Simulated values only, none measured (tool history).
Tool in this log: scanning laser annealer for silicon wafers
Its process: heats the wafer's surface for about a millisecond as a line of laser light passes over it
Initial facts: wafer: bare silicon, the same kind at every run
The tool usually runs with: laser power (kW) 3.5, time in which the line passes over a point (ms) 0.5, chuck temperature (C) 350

| run | hour | laser power (kW) | time in which the line passes over a point (ms) | chuck temperature (C) | highest temperature of the surface (C) |
|---|---|---|---|---|---|
| 1 | 0 | 3.5 | 0.5 | 350 | 1072.5 |
| 2 | 19.4 | 3.5 | 0.5 | 350 | 1073.5 |
| 3 | 46.9 | 3.5 | 0.5 | 350 | 1073.4 |
| 4 | 79.5 | 3.5 | 0.5 | 350 | 1072.1 |
| 5 | 100.2 | 3.5 | 0.5 | 350 | 1073 |
| 6 | 128.4 | 3.5 | 0.5 | 351 | 1074.2 |
| 7 | 153.3 | 3.5 | 0.5 | 351 | 1074.1 |
| 8 | 185.2 | 3.5 | 0.5 | 351 | 1073.9 |
| 9 | 208.1 | 3.214 | 0.5 | 350 | 1011.2 |
| 10 | 244.3 | 3.5 | 0.5 | 350 | 1072.6 |
| 11 | 263.6 | 3.189 | 0.5 | 350 | 1007.8 |
| 12 | 284.1 | 3.189 | 0.5 | 350 | 1006.7 |
| 13 | 303.3 | 3.189 | 0.5 | 350 | 1007.7 |
|  | 337.1 | optics aligned, line set to its width |
| 14 | 345.6 | 3.5 | 0.5 | 350 | 1072.8 |
| 15 | 365.8 | 3.5 | 0.5 | 350 | 1071.2 |
| 16 | 392.4 | 3.5 | 0.5 | 350 | 1072.6 |
| 17 | 429.6 | 3.5 | 0.5 | 350 | 1072.3 |
| 18 | 450.9 | 3.5 | 0.501 | 344 | 1067.5 |
| 19 | 486.3 | 3.5 | 0.501 | 344 | 1066.7 |
|  | 511.3 | window over the wafer cleaned |
| 20 | 528.3 | 3.5 | 0.5 | 366 | 1087 |
| 21 | 550.7 | 3.5 | 0.5 | 366 | 1086.9 |
| 22 | 569.8 | 3.5 | 0.5 | 366 | 1087.6 |
| 23 | 611.6 | 3.658 | 0.585 | 317 | 1132.1 |
| 24 | 639.9 | 3.5 | 0.429 | 322 | 989.9 |
| 25 | 681.9 | 3.087 | 0.387 | 329 | 886.7 |
| 26 | 717.9 | 3.66 | 0.429 | 354 | 1053.3 |
| 27 | 756.7 | 3.385 | 0.552 | 354 | 1086.2 |
| 28 | 797.4 | 3.5 | 0.5 | 346 | 1066.2 |
| 29 | 819.4 | 3.5 | 0.373 | 346 | 970.1 |
| 30 | 851.5 | 3.468 | 0.373 | 346 | 964.4 |
| 31 | 880.4 | 3.5 | 0.5 | 353 | 1073.9 |
| 32 | 904.6 | 3.111 | 0.475 | 334 | 957.2 |
|  | 919.7 | gauge calibrated |
| 33 | 927 | 3.5 | 0.545 | 350 | 1106.1 |
| 34 | 962.1 | 3.5 | 0.545 | 350 | 1104.5 |

Each row is a separate what-if for the run after 34, all from the same tool condition, not one after another. Results?
| A | 989.4 | 3.5 | 0.525 | 376 | ? |
| B | 989.4 | 3.5 | 0.496 | 312 | ? |
| C | 989.4 | 3.5 | 0.5 | 346 | ? |

| run | highest temperature of the surface (C) |
|---|---|
| A | 1117.3 |
| B | 1032.9 |
| C | 1069.3 |
Had the tool no hidden state, the same runs would have come out as:
| run | highest temperature of the surface (C) |
|---|---|
| A | 1117.7 |
| B | 1033.3 |
| C | 1069.7 |
